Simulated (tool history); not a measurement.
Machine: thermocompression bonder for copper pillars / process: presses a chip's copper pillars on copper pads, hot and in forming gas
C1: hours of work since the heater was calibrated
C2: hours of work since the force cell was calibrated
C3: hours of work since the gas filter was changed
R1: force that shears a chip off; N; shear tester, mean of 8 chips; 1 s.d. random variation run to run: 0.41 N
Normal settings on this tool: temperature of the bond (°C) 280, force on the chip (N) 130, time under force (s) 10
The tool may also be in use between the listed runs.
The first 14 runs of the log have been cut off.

{"run": 15, "day": 8.654, "temperature of the bond (°C)": 280, "force on the chip (N)": 130, "time under force (s)": 10, "C1": 308, "C2": 620, "C3": 146, "R1": 50.7}
{"run": 16, "day": 9.217, "temperature of the bond (°C)": 280, "force on the chip (N)": 130, "time under force (s)": 10, "C1": 319, "C2": 630, "C3": 156, "R1": 50.4}
{"day": 9.533, "done": "forming gas filter changed"}
{"run": 17, "day": 9.592, "temperature of the bond (°C)": 280, "force on the chip (N)": 130, "time under force (s)": 10, "C1": 325, "C2": 637, "C3": 1, "R1": 50.2}
{"run": 18, "day": 9.996, "temperature of the bond (°C)": 280, "force on the chip (N)": 130, "time under force (s)": 10, "C1": 333, "C2": 644, "C3": 9, "R1": 50.7}
{"run": 19, "day": 10.717, "temperature of the bond (°C)": 280, "force on the chip (N)": 130, "time under force (s)": 19, "C1": 346, "C2": 658, "C3": 22, "R1": 61.5}
{"run": 20, "day": 11.258, "temperature of the bond (°C)": 281, "force on the chip (N)": 130, "time under force (s)": 19, "C1": 356, "C2": 668, "C3": 32, "R1": 62.1}
{"run": 21, "day": 11.908, "temperature of the bond (°C)": 280, "force on the chip (N)": 130, "time under force (s)": 11, "C1": 368, "C2": 680, "C3": 44, "R1": 52.2}
{"run": 22, "day": 12.283, "temperature of the bond (°C)": 260, "force on the chip (N)": 130, "time under force (s)": 10, "C1": 375, "C2": 687, "C3": 51, "R1": 39.8}
{"run": 23, "day": 13.133, "temperature of the bond (°C)": 289, "force on the chip (N)": 110, "time under force (s)": 5, "C1": 391, "C2": 703, "C3": 67, "R1": 39.5}
{"run": 24, "day": 13.958, "temperature of the bond (°C)": 287, "force on the chip (N)": 115, "time under force (s)": 6, "C1": 406, "C2": 718, "C3": 82, "R1": 42.0}
{"run": 25, "day": 14.454, "temperature of the bond (°C)": 287, "force on the chip (N)": 115, "time under force (s)": 6, "C1": 416, "C2": 727, "C3": 92, "R1": 42.2}
{"run": 26, "day": 15.208, "temperature of the bond (°C)": 255, "force on the chip (N)": 171, "time under force (s)": 18, "C1": 430, "C2": 741, "C3": 106, "R1": 54.1}
{"run": 27, "day": 15.754, "temperature of the bond (°C)": 255, "force on the chip (N)": 171, "time under force (s)": 18, "C1": 440, "C2": 752, "C3": 116, "R1": 53.5}
{"run": 28, "day": 16.358, "temperature of the bond (°C)": 265, "force on the chip (N)": 88, "time under force (s)": 6, "C1": 451, "C2": 763, "C3": 127, "R1": 26.9}
{"run": 29, "day": 16.933, "temperature of the bond (°C)": 280, "force on the chip (N)": 106, "time under force (s)": 10, "C1": 462, "C2": 773, "C3": 138, "R1": 45.2}
{"run": 30, "day": 17.292, "temperature of the bond (°C)": 268, "force on the chip (N)": 108, "time under force (s)": 13, "C1": 469, "C2": 780, "C3": 144, "R1": 42.9}
{"run": 31, "day": 18.158, "temperature of the bond (°C)": 299, "force on the chip (N)": 158, "time under force (s)": 10, "C1": 485, "C2": 796, "C3": 160, "R1": 65.3}
{"day": 18.279, "done": "forming gas filter changed"}
{"run": 32, "day": 18.933, "temperature of the bond (°C)": 277, "force on the chip (N)": 96, "time under force (s)": 10, "C1": 499, "C2": 810, "C3": 12, "R1": 40.7}
{"run": 33, "day": 19.529, "temperature of the bond (°C)": 277, "force on the chip (N)": 119, "time under force (s)": 13, "C1": 510, "C2": 821, "C3": 23, "R1": 51.0}
{"day": 19.662, "done": "heater calibrated with a thermocouple chip"}
{"run": 34, "day": 20.25, "temperature of the bond (°C)": 262, "force on the chip (N)": 149, "time under force (s)": 24, "C1": 11, "C2": 833, "C3": 35, "R1": 58.0}
{"run": 35, "day": 20.871, "temperature of the bond (°C)": 288, "force on the chip (N)": 96, "time under force (s)": 14, "C1": 22, "C2": 845, "C3": 47, "R1": 52.2}

Consider 3 possible next runs. They are alternatives, not a sequence: every one starts from the tool as it was left by run 35. What does each give?
{"run": "A", "day": 21.442, "temperature of the bond (°C)": 280, "force on the chip (N)": 144, "time under force (s)": 18, "C1": 33, "C2": 855, "C3": 57, "R1": "?"}
{"run": "B", "day": 21.442, "temperature of the bond (°C)": 295, "force on the chip (N)": 91, "time under force (s)": 16, "C1": 33, "C2": 855, "C3": 57, "R1": "?"}
{"run": "C", "day": 21.442, "temperature of the bond (°C)": 306, "force on the chip (N)": 94, "time under force (s)": 14, "C1": 33, "C2": 855, "C3": 57, "R1": "?"}

run=A R1=63.5
run=B R1=55.6
run=C R1=61.1
With no hidden state in the tool, these same runs would have given:
run=A R1=63.6
run=B R1=55.7
run=C R1=61.1

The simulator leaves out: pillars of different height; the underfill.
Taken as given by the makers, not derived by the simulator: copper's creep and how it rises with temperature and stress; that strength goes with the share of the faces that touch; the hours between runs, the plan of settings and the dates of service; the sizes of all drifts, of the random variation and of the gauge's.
